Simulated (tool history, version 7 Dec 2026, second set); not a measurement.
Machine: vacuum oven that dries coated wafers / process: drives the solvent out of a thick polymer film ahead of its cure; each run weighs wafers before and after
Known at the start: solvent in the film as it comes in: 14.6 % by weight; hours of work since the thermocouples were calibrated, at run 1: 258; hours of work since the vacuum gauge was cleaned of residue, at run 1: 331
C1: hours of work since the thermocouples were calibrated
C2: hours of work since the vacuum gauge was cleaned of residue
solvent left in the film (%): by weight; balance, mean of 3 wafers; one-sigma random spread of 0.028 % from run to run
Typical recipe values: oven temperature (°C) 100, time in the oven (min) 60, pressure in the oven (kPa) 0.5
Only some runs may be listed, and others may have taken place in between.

run 1 hour=0 | oven_temperature_(°C)=100 time_in_the_oven_(min)=60 pressure_in_the_oven_(kPa)=0.5 | C1=258 C2=331 | solvent_left_in_the_film_(%)=3.5
run 2 hour=11.8 | oven_temperature_(°C)=89 time_in_the_oven_(min)=60 pressure_in_the_oven_(kPa)=0.5 | C1=264 C2=337 | solvent_left_in_the_film_(%)=6.01
run 3 hour=19.1 | oven_temperature_(°C)=89 time_in_the_oven_(min)=60 pressure_in_the_oven_(kPa)=0.5 | C1=268 C2=341 | solvent_left_in_the_film_(%)=5.96
run 4 hour=30.1 | oven_temperature_(°C)=89 time_in_the_oven_(min)=60 pressure_in_the_oven_(kPa)=0.5 | C1=274 C2=347 | solvent_left_in_the_film_(%)=5.99
run 5 hour=35.1 | oven_temperature_(°C)=89 time_in_the_oven_(min)=60 pressure_in_the_oven_(kPa)=0.5 | C1=277 C2=350 | solvent_left_in_the_film_(%)=5.95
run 6 hour=46.7 | oven_temperature_(°C)=89 time_in_the_oven_(min)=60 pressure_in_the_oven_(kPa)=0.5 | C1=284 C2=356 | solvent_left_in_the_film_(%)=5.96
run 7 hour=53.8 | oven_temperature_(°C)=89 time_in_the_oven_(min)=60 pressure_in_the_oven_(kPa)=0.5 | C1=287 C2=360 | solvent_left_in_the_film_(%)=5.97
run 8 hour=64.1 | oven_temperature_(°C)=89 time_in_the_oven_(min)=60 pressure_in_the_oven_(kPa)=0.5 | C1=293 C2=366 | solvent_left_in_the_film_(%)=5.98
run 9 hour=70.1 | oven_temperature_(°C)=89 time_in_the_oven_(min)=60 pressure_in_the_oven_(kPa)=0.5 | C1=296 C2=369 | solvent_left_in_the_film_(%)=6.05
run 10 hour=79.3 | oven_temperature_(°C)=89 time_in_the_oven_(min)=60 pressure_in_the_oven_(kPa)=0.5 | C1=301 C2=374 | solvent_left_in_the_film_(%)=6.05
run 11 hour=91.2 | oven_temperature_(°C)=100 time_in_the_oven_(min)=60 pressure_in_the_oven_(kPa)=0.5 | C1=308 C2=381 | solvent_left_in_the_film_(%)=3.41
run 12 hour=103 | oven_temperature_(°C)=100 time_in_the_oven_(min)=60 pressure_in_the_oven_(kPa)=0.5 | C1=314 C2=387 | solvent_left_in_the_film_(%)=3.46
run 13 hour=115.2 | oven_temperature_(°C)=100 time_in_the_oven_(min)=60 pressure_in_the_oven_(kPa)=0.5 | C1=321 C2=394 | solvent_left_in_the_film_(%)=3.4
run 14 hour=124.8 | oven_temperature_(°C)=100 time_in_the_oven_(min)=60 pressure_in_the_oven_(kPa)=0.5 | C1=327 C2=399 | solvent_left_in_the_film_(%)=3.4
run 15 hour=135 | oven_temperature_(°C)=100 time_in_the_oven_(min)=69 pressure_in_the_oven_(kPa)=0.5 | C1=332 C2=405 | solvent_left_in_the_film_(%)=2.9
run 16 hour=140 | oven_temperature_(°C)=100 time_in_the_oven_(min)=69 pressure_in_the_oven_(kPa)=0.5 | C1=335 C2=407 | solvent_left_in_the_film_(%)=2.88
run 17 hour=146.4 | oven_temperature_(°C)=100 time_in_the_oven_(min)=60 pressure_in_the_oven_(kPa)=0.919 | C1=338 C2=411 | solvent_left_in_the_film_(%)=3.65
run 18 hour=151.5 | oven_temperature_(°C)=100 time_in_the_oven_(min)=106 pressure_in_the_oven_(kPa)=0.5 | C1=341 C2=414 | solvent_left_in_the_film_(%)=1.49
run 19 hour=163.3 | oven_temperature_(°C)=100 time_in_the_oven_(min)=106 pressure_in_the_oven_(kPa)=0.5 | C1=348 C2=420 | solvent_left_in_the_film_(%)=1.52
run 20 hour=173.6 | oven_temperature_(°C)=100 time_in_the_oven_(min)=106 pressure_in_the_oven_(kPa)=0.5 | C1=353 C2=426 | solvent_left_in_the_film_(%)=1.49
run 21 hour=179.2 | oven_temperature_(°C)=100 time_in_the_oven_(min)=106 pressure_in_the_oven_(kPa)=0.5 | C1=356 C2=429 | solvent_left_in_the_film_(%)=1.5
run 22 hour=184.8 | oven_temperature_(°C)=100 time_in_the_oven_(min)=106 pressure_in_the_oven_(kPa)=0.5 | C1=360 C2=432 | solvent_left_in_the_film_(%)=1.5
run 23 hour=197.2 | oven_temperature_(°C)=100 time_in_the_oven_(min)=106 pressure_in_the_oven_(kPa)=0.5 | C1=366 C2=439 | solvent_left_in_the_film_(%)=1.46
run 24 hour=204 | oven_temperature_(°C)=100 time_in_the_oven_(min)=60 pressure_in_the_oven_(kPa)=0.463 | C1=370 C2=443 | solvent_left_in_the_film_(%)=3.38
run 25 hour=216.3 | oven_temperature_(°C)=113 time_in_the_oven_(min)=108 pressure_in_the_oven_(kPa)=0.295 | C1=377 C2=449 | solvent_left_in_the_film_(%)=0.34
run 26 hour=223.2 | oven_temperature_(°C)=113 time_in_the_oven_(min)=108 pressure_in_the_oven_(kPa)=0.295 | C1=381 C2=453 | solvent_left_in_the_film_(%)=0.3
run 27 hour=232.5 | oven_temperature_(°C)=92 time_in_the_oven_(min)=60 pressure_in_the_oven_(kPa)=1.779 | C1=386 C2=458 | solvent_left_in_the_film_(%)=6.16
run 28 hour=241.5 | oven_temperature_(°C)=103 time_in_the_oven_(min)=35 pressure_in_the_oven_(kPa)=0.336 | C1=391 C2=463 | solvent_left_in_the_film_(%)=4.9
run 29 hour=251.9 | oven_temperature_(°C)=103 time_in_the_oven_(min)=35 pressure_in_the_oven_(kPa)=0.336 | C1=396 C2=469 | solvent_left_in_the_film_(%)=4.96
run 30 hour=263.8 | oven_temperature_(°C)=109 time_in_the_oven_(min)=36 pressure_in_the_oven_(kPa)=1.109 | C1=403 C2=476 | solvent_left_in_the_film_(%)=3.88
run 31 hour=270.2 | oven_temperature_(°C)=99 time_in_the_oven_(min)=61 pressure_in_the_oven_(kPa)=1.175 | C1=406 C2=479 | solvent_left_in_the_film_(%)=4.01
run 32 hour=278 | oven_temperature_(°C)=107 time_in_the_oven_(min)=101 pressure_in_the_oven_(kPa)=0.628 | C1=411 C2=483 | solvent_left_in_the_film_(%)=0.87
run 33 hour=288.6 | oven_temperature_(°C)=107 time_in_the_oven_(min)=101 pressure_in_the_oven_(kPa)=0.628 | C1=417 C2=489 | solvent_left_in_the_film_(%)=0.89
run 34 hour=295 | oven_temperature_(°C)=104 time_in_the_oven_(min)=60 pressure_in_the_oven_(kPa)=0.498 | C1=420 C2=493 | solvent_left_in_the_film_(%)=2.55
run 35 hour=302.4 | oven_temperature_(°C)=104 time_in_the_oven_(min)=60 pressure_in_the_oven_(kPa)=0.498 | C1=424 C2=497 | solvent_left_in_the_film_(%)=2.55
run 36 hour=309.3 | oven_temperature_(°C)=100 time_in_the_oven_(min)=60 pressure_in_the_oven_(kPa)=0.615 | C1=428 C2=501 | solvent_left_in_the_film_(%)=3.5
run 37 hour=315.8 | oven_temperature_(°C)=89 time_in_the_oven_(min)=60 pressure_in_the_oven_(kPa)=0.587 | C1=432 C2=504 | solvent_left_in_the_film_(%)=5.99
run 38 hour=322.5 | oven_temperature_(°C)=93 time_in_the_oven_(min)=87 pressure_in_the_oven_(kPa)=0.294 | C1=435 C2=508 | solvent_left_in_the_film_(%)=3.33
run 39 hour=333.4 | oven_temperature_(°C)=111 time_in_the_oven_(min)=87 pressure_in_the_oven_(kPa)=0.294 | C1=441 C2=514 | solvent_left_in_the_film_(%)=0.66
run 40 hour=342.3 | oven_temperature_(°C)=88 time_in_the_oven_(min)=85 pressure_in_the_oven_(kPa)=0.804 | C1=446 C2=519 | solvent_left_in_the_film_(%)=5.03
run 41 hour=347.7 | oven_temperature_(°C)=100 time_in_the_oven_(min)=66 pressure_in_the_oven_(kPa)=1.621 | C1=449 C2=522 | solvent_left_in_the_film_(%)=3.67
run 42 hour=359.4 | oven_temperature_(°C)=104 time_in_the_oven_(min)=60 pressure_in_the_oven_(kPa)=0.5 | C1=455 C2=528 | solvent_left_in_the_film_(%)=2.54
run 43 hour=366.2 | oven_temperature_(°C)=104 time_in_the_oven_(min)=60 pressure_in_the_oven_(kPa)=0.5 | C1=459 C2=532 | solvent_left_in_the_film_(%)=2.53
run 44 hour=373.8 | oven_temperature_(°C)=104 time_in_the_oven_(min)=60 pressure_in_the_oven_(kPa)=0.5 | C1=463 C2=536 | solvent_left_in_the_film_(%)=2.58
run 45 hour=384.5 | oven_temperature_(°C)=104 time_in_the_oven_(min)=60 pressure_in_the_oven_(kPa)=1.551 | C1=469 C2=542 | solvent_left_in_the_film_(%)=3.18
run 46 hour=395.8 | oven_temperature_(°C)=103 time_in_the_oven_(min)=102 pressure_in_the_oven_(kPa)=1.551 | C1=476 C2=548 | solvent_left_in_the_film_(%)=1.86

Measured minus without-hidden-state, run by run (identical run-to-run variation in each term; gauge scatter may differ):
Hidden conditions of the tool in this case: true wafer temperature over the reading, C; true pressure over the reading, kPa; drift of the gauge itself on solvent_pct, %.
run=1 solvent_left_in_the_film_(%)=+0.02
run=2 solvent_left_in_the_film_(%)=+0.03
run=3 solvent_left_in_the_film_(%)=+0.03
run=4 solvent_left_in_the_film_(%)=+0.03
run=5 solvent_left_in_the_film_(%)=+0.03
run=6 solvent_left_in_the_film_(%)=+0.03
run=7 solvent_left_in_the_film_(%)=+0.03
run=8 solvent_left_in_the_film_(%)=+0.03
run=9 solvent_left_in_the_film_(%)=+0.03
run=10 solvent_left_in_the_film_(%)=+0.04
run=11 solvent_left_in_the_film_(%)=+0.03
run=12 solvent_left_in_the_film_(%)=+0.02
run=13 solvent_left_in_the_film_(%)=+0.02
run=14 solvent_left_in_the_film_(%)=+0.02
run=15 solvent_left_in_the_film_(%)=+0.02
run=16 solvent_left_in_the_film_(%)=+0.03
run=17 solvent_left_in_the_film_(%)=+0.02
run=18 solvent_left_in_the_film_(%)=+0.05
run=19 solvent_left_in_the_film_(%)=+0.05
run=20 solvent_left_in_the_film_(%)=+0.05
run=21 solvent_left_in_the_film_(%)=+0.05
run=22 solvent_left_in_the_film_(%)=+0.05
run=23 solvent_left_in_the_film_(%)=+0.05
run=24 solvent_left_in_the_film_(%)=+0.02
run=25 solvent_left_in_the_film_(%)=+0.05
run=26 solvent_left_in_the_film_(%)=+0.05
run=27 solvent_left_in_the_film_(%)=+0.02
run=28 solvent_left_in_the_film_(%)=+0
run=29 solvent_left_in_the_film_(%)=+0
run=30 solvent_left_in_the_film_(%)=+0
run=31 solvent_left_in_the_film_(%)=+0.02
run=32 solvent_left_in_the_film_(%)=+0.05
run=33 solvent_left_in_the_film_(%)=+0.05
run=34 solvent_left_in_the_film_(%)=+0.02
run=35 solvent_left_in_the_film_(%)=+0.02
run=36 solvent_left_in_the_film_(%)=+0.01
run=37 solvent_left_in_the_film_(%)=+0.03
run=38 solvent_left_in_the_film_(%)=+0.04
run=39 solvent_left_in_the_film_(%)=+0.04
run=40 solvent_left_in_the_film_(%)=+0.03
run=41 solvent_left_in_the_film_(%)=+0.01
run=42 solvent_left_in_the_film_(%)=+0.01
run=43 solvent_left_in_the_film_(%)=+0.02
run=44 solvent_left_in_the_film_(%)=+0.01
run=45 solvent_left_in_the_film_(%)=+0.01
run=46 solvent_left_in_the_film_(%)=+0.05

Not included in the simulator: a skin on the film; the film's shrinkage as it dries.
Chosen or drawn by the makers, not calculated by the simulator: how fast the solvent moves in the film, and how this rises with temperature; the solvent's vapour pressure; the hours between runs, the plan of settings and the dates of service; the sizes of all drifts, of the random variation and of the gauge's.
